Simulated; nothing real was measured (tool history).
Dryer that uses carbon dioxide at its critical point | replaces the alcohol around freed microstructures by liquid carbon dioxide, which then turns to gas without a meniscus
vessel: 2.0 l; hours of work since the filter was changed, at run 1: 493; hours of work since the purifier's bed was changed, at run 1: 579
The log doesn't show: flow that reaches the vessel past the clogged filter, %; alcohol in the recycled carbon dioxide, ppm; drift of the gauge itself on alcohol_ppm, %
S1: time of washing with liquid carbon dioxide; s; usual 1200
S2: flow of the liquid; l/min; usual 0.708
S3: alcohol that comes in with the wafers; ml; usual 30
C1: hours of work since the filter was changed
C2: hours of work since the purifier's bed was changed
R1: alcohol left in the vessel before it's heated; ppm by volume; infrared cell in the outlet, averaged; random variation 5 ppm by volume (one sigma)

run 1 hour=0 | S1=1200 S2=0.708 S3=30 | C1=493 C2=579 | R1=202
-- hour=36.2 inlet filter changed
run 2 hour=57.7 | S1=1200 S2=0.708 S3=93 | C1=7 C2=597 | R1=226
run 3 hour=94.2 | S1=1200 S2=0.708 S3=93 | C1=19 C2=609 | R1=225
run 4 hour=135.2 | S1=1200 S2=0.708 S3=93 | C1=32 C2=622 | R1=237
run 5 hour=190.7 | S1=1200 S2=0.708 S3=93 | C1=49 C2=640 | R1=243
run 6 hour=226.9 | S1=1200 S2=0.708 S3=93 | C1=61 C2=651 | R1=252
run 7 hour=257.9 | S1=1200 S2=0.708 S3=93 | C1=71 C2=661 | R1=247
run 8 hour=294.1 | S1=1200 S2=0.708 S3=93 | C1=82 C2=673 | R1=259
run 9 hour=331 | S1=1200 S2=0.708 S3=93 | C1=94 C2=684 | R1=258
run 10 hour=371.7 | S1=1200 S2=0.708 S3=93 | C1=107 C2=697 | R1=268
run 11 hour=428.7 | S1=1200 S2=0.708 S3=22 | C1=125 C2=716 | R1=197
run 12 hour=484.1 | S1=1200 S2=0.708 S3=22 | C1=143 C2=733 | R1=202
run 13 hour=538.5 | S1=1200 S2=0.708 S3=22 | C1=160 C2=751 | R1=202
run 14 hour=574.4 | S1=1200 S2=0.711 S3=30 | C1=172 C2=762 | R1=225
run 15 hour=610.1 | S1=1200 S2=0.581 S3=30 | C1=183 C2=774 | R1=306
run 16 hour=642.4 | S1=1200 S2=0.834 S3=30 | C1=194 C2=784 | R1=210
run 17 hour=689.3 | S1=1200 S2=0.834 S3=30 | C1=209 C2=799 | R1=209
run 18 hour=737.9 | S1=1200 S2=0.708 S3=30 | C1=224 C2=814 | R1=240
run 19 hour=773.4 | S1=1200 S2=0.708 S3=30 | C1=236 C2=826 | R1=241
run 20 hour=804.7 | S1=1200 S2=0.708 S3=30 | C1=246 C2=836 | R1=250
run 21 hour=865.7 | S1=1200 S2=0.708 S3=30 | C1=265 C2=855 | R1=240
run 22 hour=912 | S1=1200 S2=0.708 S3=30 | C1=280 C2=870 | R1=251
run 23 hour=955.2 | S1=1200 S2=0.708 S3=30 | C1=294 C2=884 | R1=274
run 24 hour=984.1 | S1=1200 S2=0.466 S3=30 | C1=303 C2=893 | R1=560
run 25 hour=1020.6 | S1=1380 S2=0.604 S3=70 | C1=314 C2=905 | R1=347
run 26 hour=1077 | S1=960 S2=1.183 S3=70 | C1=332 C2=923 | R1=238
run 27 hour=1105.3 | S1=1440 S2=0.656 S3=70 | C1=342 C2=932 | R1=277
run 28 hour=1141.8 | S1=1800 S2=0.448 S3=57 | C1=353 C2=943 | R1=377
-- hour=1161.7 purifier's bed changed
run 29 hour=1203.9 | S1=1260 S2=0.582 S3=104 | C1=372 C2=13 | R1=398
run 30 hour=1264.6 | S1=1140 S2=0.551 S3=23 | C1=391 C2=33 | R1=190
run 31 hour=1311.9 | S1=1020 S2=1.097 S3=45 | C1=407 C2=48 | R1=30
run 32 hour=1347.6 | S1=1020 S2=1.097 S3=45 | C1=418 C2=59 | R1=33
run 33 hour=1378.1 | S1=780 S2=1.168 S3=108 | C1=428 C2=69 | R1=126
run 34 hour=1416.7 | S1=1320 S2=1.168 S3=112 | C1=440 C2=81 | R1=26
run 35 hour=1479.5 | S1=1080 S2=0.583 S3=30 | C1=460 C2=102 | R1=278
run 36 hour=1522.4 | S1=1080 S2=0.583 S3=30 | C1=474 C2=115 | R1=303
run 37 hour=1548.8 | S1=1080 S2=0.583 S3=30 | C1=482 C2=124 | R1=294
run 38 hour=1575.6 | S1=1080 S2=0.583 S3=30 | C1=491 C2=132 | R1=299
run 39 hour=1609.7 | S1=1200 S2=0.708 S3=115 | C1=502 C2=143 | R1=262
-- hour=1618.3 inlet filter changed
run 40 hour=1668.2 | S1=1080 S2=0.708 S3=115 | C1=16 C2=161 | R1=225
run 41 hour=1711.6 | S1=1080 S2=0.708 S3=115 | C1=30 C2=175 | R1=244
run 42 hour=1767.2 | S1=1020 S2=0.708 S3=23 | C1=48 C2=193 | R1=112
run 43 hour=1827.6 | S1=1020 S2=0.462 S3=87 | C1=67 C2=212 | R1=1539
run 44 hour=1858.1 | S1=1020 S2=0.462 S3=87 | C1=77 C2=222 | R1=1546
run 45 hour=1907.8 | S1=780 S2=0.708 S3=60 | C1=92 C2=238 | R1=568
run 46 hour=1937.9 | S1=960 S2=0.852 S3=75 | C1=102 C2=248 | R1=152

3 ways to go on from here, each from the tool as it stands after run 46. What would each give?
run A hour=1966.3 | S1=900 S2=0.514 S3=75 | C1=111 C2=257 | R1=?
run B hour=1966.3 | S1=1620 S2=0.852 S3=107 | C1=111 C2=257 | R1=?
run C hour=1966.3 | S1=960 S2=1.086 S3=75 | C1=111 C2=257 | R1=?

run=A R1=1417
run=B R1=74
run=C R1=87
Without the tool's hidden state the same runs would have given:
run=A R1=1211
run=B R1=7
run=C R1=19
